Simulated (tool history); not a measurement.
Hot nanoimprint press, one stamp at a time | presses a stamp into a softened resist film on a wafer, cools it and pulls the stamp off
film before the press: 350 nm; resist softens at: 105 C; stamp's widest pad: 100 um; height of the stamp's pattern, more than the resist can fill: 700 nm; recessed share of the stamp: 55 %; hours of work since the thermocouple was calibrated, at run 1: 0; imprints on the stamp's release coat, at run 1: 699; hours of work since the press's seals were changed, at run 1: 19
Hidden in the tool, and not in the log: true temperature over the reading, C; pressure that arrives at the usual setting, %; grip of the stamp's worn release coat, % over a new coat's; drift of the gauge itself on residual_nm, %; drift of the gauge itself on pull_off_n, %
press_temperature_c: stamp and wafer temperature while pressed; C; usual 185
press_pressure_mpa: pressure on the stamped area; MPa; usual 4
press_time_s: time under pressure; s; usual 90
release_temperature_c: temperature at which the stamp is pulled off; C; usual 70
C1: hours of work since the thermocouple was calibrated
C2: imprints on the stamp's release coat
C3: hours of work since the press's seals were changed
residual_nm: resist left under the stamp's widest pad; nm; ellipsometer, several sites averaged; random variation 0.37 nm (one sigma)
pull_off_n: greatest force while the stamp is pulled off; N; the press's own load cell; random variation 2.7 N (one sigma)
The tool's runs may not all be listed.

{"run": 1, "hour": 0.0, "press_temperature_c": 185, "press_pressure_mpa": 4, "press_time_s": 90, "release_temperature_c": 70, "C1": 0, "C2": 699, "C3": 19, "residual_nm": 204.2, "pull_off_n": 126}
{"run": 2, "hour": 14.4, "press_temperature_c": 185, "press_pressure_mpa": 4, "press_time_s": 90, "release_temperature_c": 70, "C1": 7, "C2": 752, "C3": 26, "residual_nm": 203.9, "pull_off_n": 129}
{"run": 3, "hour": 31.0, "press_temperature_c": 185, "press_pressure_mpa": 4, "press_time_s": 90, "release_temperature_c": 70, "C1": 16, "C2": 812, "C3": 34, "residual_nm": 204.0, "pull_off_n": 129}
{"run": 4, "hour": 46.2, "press_temperature_c": 185, "press_pressure_mpa": 4, "press_time_s": 109, "release_temperature_c": 70, "C1": 24, "C2": 868, "C3": 42, "residual_nm": 192.7, "pull_off_n": 129}
{"run": 5, "hour": 56.6, "press_temperature_c": 185, "press_pressure_mpa": 4, "press_time_s": 109, "release_temperature_c": 70, "C1": 29, "C2": 906, "C3": 48, "residual_nm": 192.7, "pull_off_n": 123}
{"run": 6, "hour": 68.6, "press_temperature_c": 185, "press_pressure_mpa": 4, "press_time_s": 109, "release_temperature_c": 70, "C1": 35, "C2": 950, "C3": 54, "residual_nm": 192.7, "pull_off_n": 124}
{"run": 7, "hour": 84.9, "press_temperature_c": 185, "press_pressure_mpa": 4, "press_time_s": 109, "release_temperature_c": 70, "C1": 43, "C2": 1010, "C3": 62, "residual_nm": 192.5, "pull_off_n": 130}
{"run": 8, "hour": 98.9, "press_temperature_c": 185, "press_pressure_mpa": 4, "press_time_s": 109, "release_temperature_c": 70, "C1": 51, "C2": 1061, "C3": 69, "residual_nm": 192.9, "pull_off_n": 120}
{"run": 9, "hour": 113.1, "press_temperature_c": 174, "press_pressure_mpa": 4, "press_time_s": 111, "release_temperature_c": 70, "C1": 58, "C2": 1113, "C3": 76, "residual_nm": 274.0, "pull_off_n": 127}
{"run": 10, "hour": 130.6, "press_temperature_c": 185, "press_pressure_mpa": 4, "press_time_s": 106, "release_temperature_c": 75, "C1": 67, "C2": 1177, "C3": 85, "residual_nm": 194.8, "pull_off_n": 114}

Forecast each of these 4 alternatives for the next run:
{"run": "A", "hour": 147.6, "press_temperature_c": 185, "press_pressure_mpa": 4, "press_time_s": 106, "release_temperature_c": 71, "C1": 76, "C2": 1240, "C3": 94, "residual_nm": "?", "pull_off_n": "?"}
{"run": "B", "hour": 147.6, "press_temperature_c": 182, "press_pressure_mpa": 4, "press_time_s": 49, "release_temperature_c": 65, "C1": 76, "C2": 1240, "C3": 94, "residual_nm": "?", "pull_off_n": "?"}
{"run": "C", "hour": 147.6, "press_temperature_c": 186, "press_pressure_mpa": 4, "press_time_s": 62, "release_temperature_c": 75, "C1": 76, "C2": 1240, "C3": 94, "residual_nm": "?", "pull_off_n": "?"}
{"run": "D", "hour": 147.6, "press_temperature_c": 185, "press_pressure_mpa": 4, "press_time_s": 106, "release_temperature_c": 73, "C1": 76, "C2": 1240, "C3": 94, "residual_nm": "?", "pull_off_n": "?"}

run=A residual_nm=194.6 pull_off_n=129
run=B residual_nm=259.0 pull_off_n=136
run=C residual_nm=218.1 pull_off_n=114
run=D residual_nm=195.1 pull_off_n=119
Without the tool's hidden state the same runs would have given:
run=A residual_nm=194.6 pull_off_n=128
run=B residual_nm=259.0 pull_off_n=135
run=C residual_nm=218.1 pull_off_n=113
run=D residual_nm=195.1 pull_off_n=118

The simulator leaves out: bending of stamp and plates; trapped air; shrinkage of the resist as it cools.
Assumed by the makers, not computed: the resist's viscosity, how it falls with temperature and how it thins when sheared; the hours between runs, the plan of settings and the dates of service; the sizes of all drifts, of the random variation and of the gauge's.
